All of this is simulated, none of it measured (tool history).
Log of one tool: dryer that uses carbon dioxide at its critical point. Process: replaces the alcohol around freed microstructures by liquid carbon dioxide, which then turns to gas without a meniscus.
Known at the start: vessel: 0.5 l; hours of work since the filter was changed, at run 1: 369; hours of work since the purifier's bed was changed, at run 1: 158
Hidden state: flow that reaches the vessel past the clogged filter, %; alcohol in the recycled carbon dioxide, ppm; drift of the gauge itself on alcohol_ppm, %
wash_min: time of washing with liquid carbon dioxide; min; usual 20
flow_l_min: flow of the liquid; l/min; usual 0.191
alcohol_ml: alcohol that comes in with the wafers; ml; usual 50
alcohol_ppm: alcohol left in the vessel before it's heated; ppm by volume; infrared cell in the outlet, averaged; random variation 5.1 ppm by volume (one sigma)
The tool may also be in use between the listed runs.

run	hour	wash_min	flow_l_min	alcohol_ml	hours of work since the filter was changed	hours of work since the purifier's bed was changed	alcohol_ppm
1	0.0	20	0.191	50	369	158	174
2	33.1	20	0.191	50	383	172	187
3	56.4	20	0.191	61	393	182	235
4	73.9	20	0.191	61	400	189	232
# hour 78.0: inlet filter changed
5	107.3	20	0.191	61	12	203	114
6	126.4	20	0.191	61	20	211	130
7	151.7	20	0.178	50	31	222	146
8	171.3	20	0.215	50	39	230	64
9	202.4	20	0.215	50	53	243	71
10	234.0	20	0.215	50	66	256	75
11	256.6	20	0.215	50	75	266	76
12	278.8	20	0.215	50	85	275	72
13	298.6	20	0.215	50	93	284	86
14	331.3	20	0.215	50	107	298	82
15	346.1	20	0.215	50	113	304	85
16	365.1	20	0.191	50	121	312	144
17	385.1	20	0.191	50	130	320	134
18	411.9	20	0.191	36	141	332	120
19	430.0	29	0.191	50	149	339	59
20	462.2	21	0.191	50	162	353	123
21	491.3	20	0.191	50	175	365	155
22	514.5	20	0.191	50	184	375	157
23	541.3	20	0.191	50	196	386	154
24	559.4	23	0.149	22	203	394	132
25	580.8	23	0.149	22	212	403	148
26	596.9	27	0.207	113	219	410	65
27	611.2	30	0.207	103	225	416	65
28	643.6	28	0.185	25	239	430	69
29	675.7	28	0.284	25	253	443	67
30	697.4	17	0.140	50	262	452	1514
31	719.4	17	0.140	50	271	462	1527
32	750.9	17	0.140	50	284	475	1545
33	773.9	12	0.191	50	294	485	1874
34	801.8	12	0.191	50	306	496	1905
35	832.5	14	0.227	50	319	509	492
36	864.0	31	0.227	50	332	523	74
37	889.4	15	0.197	50	343	533	680
38	913.6	15	0.197	50	353	544	702
39	938.7	15	0.197	50	364	554	718
40	961.3	15	0.197	50	373	564	718
41	991.1	20	0.124	118	386	576	3419
42	1009.5	16	0.125	111	394	584	7332
# hour 1027.2: inlet filter changed
43	1028.9	16	0.125	111	1	592	4658
44	1044.4	16	0.125	111	7	598	4834
45	1067.5	14	0.246	51	17	608	241
46	1087.2	19	0.149	52	25	617	562

3 ways to go on from here, each from the tool as it stands after run 46. What would each give?
A	1116.7	19	0.230	52	38	629	?
B	1116.7	29	0.191	50	38	629	?
C	1116.7	17	0.250	104	38	629	?

run	alcohol_ppm
A	124
B	89
C	154
Without the tool's hidden state the same runs would have given:
run	alcohol_ppm
A	38
B	6
C	62
